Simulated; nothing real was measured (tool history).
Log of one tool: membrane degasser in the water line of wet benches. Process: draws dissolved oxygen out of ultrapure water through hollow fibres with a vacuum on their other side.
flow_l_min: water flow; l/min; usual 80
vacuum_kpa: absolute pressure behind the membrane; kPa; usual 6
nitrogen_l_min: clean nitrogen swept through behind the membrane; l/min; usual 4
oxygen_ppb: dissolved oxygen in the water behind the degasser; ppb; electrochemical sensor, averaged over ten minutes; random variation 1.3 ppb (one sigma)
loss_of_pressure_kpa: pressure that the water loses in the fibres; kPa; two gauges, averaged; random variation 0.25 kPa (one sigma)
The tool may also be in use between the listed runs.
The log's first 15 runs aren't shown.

{"run": 16, "hour": 601.0, "flow_l_min": 86, "vacuum_kpa": 6, "nitrogen_l_min": 4, "oxygen_ppb": 151.5, "loss_of_pressure_kpa": 73.64}
{"run": 17, "hour": 632.1, "flow_l_min": 118, "vacuum_kpa": 4.15, "nitrogen_l_min": 5.02, "oxygen_ppb": 109.7, "loss_of_pressure_kpa": 100.42}
{"run": 18, "hour": 684.2, "flow_l_min": 102, "vacuum_kpa": 4.93, "nitrogen_l_min": 5.02, "oxygen_ppb": 111.4, "loss_of_pressure_kpa": 87.23}
{"run": 19, "hour": 732.7, "flow_l_min": 77, "vacuum_kpa": 11.63, "nitrogen_l_min": 4, "oxygen_ppb": 366.6, "loss_of_pressure_kpa": 65.95}
{"run": 20, "hour": 767.0, "flow_l_min": 126, "vacuum_kpa": 6.94, "nitrogen_l_min": 2.06, "oxygen_ppb": 478.7, "loss_of_pressure_kpa": 108.11}
{"run": 21, "hour": 790.1, "flow_l_min": 71, "vacuum_kpa": 8.69, "nitrogen_l_min": 4.37, "oxygen_ppb": 209, "loss_of_pressure_kpa": 60.52}
{"run": 22, "hour": 844.1, "flow_l_min": 104, "vacuum_kpa": 3.9, "nitrogen_l_min": 4.36, "oxygen_ppb": 76.5, "loss_of_pressure_kpa": 89.59}
{"run": 23, "hour": 875.2, "flow_l_min": 104, "vacuum_kpa": 3.9, "nitrogen_l_min": 4.36, "oxygen_ppb": 78.6, "loss_of_pressure_kpa": 89.02}
{"run": 24, "hour": 903.4, "flow_l_min": 104, "vacuum_kpa": 3.9, "nitrogen_l_min": 4.36, "oxygen_ppb": 78.6, "loss_of_pressure_kpa": 89.37}
{"run": 25, "hour": 934.5, "flow_l_min": 84, "vacuum_kpa": 10.11, "nitrogen_l_min": 3.58, "oxygen_ppb": 358.3, "loss_of_pressure_kpa": 71.78}
{"run": 26, "hour": 970.8, "flow_l_min": 84, "vacuum_kpa": 10.11, "nitrogen_l_min": 3.58, "oxygen_ppb": 360.8, "loss_of_pressure_kpa": 71.88}

The next listed run, before its measurement:
{"run": 27, "hour": 1004.0, "flow_l_min": 99, "vacuum_kpa": 9.27, "nitrogen_l_min": 10.66, "oxygen_ppb": "?", "loss_of_pressure_kpa": "?"}

Run 27 gave oxygen_ppb 162.4 ppb, loss_of_pressure_kpa 85.2 kPa.
Without the tool's hidden state the same run would have given oxygen_ppb 154.3 ppb, loss_of_pressure_kpa 83.18 kPa.
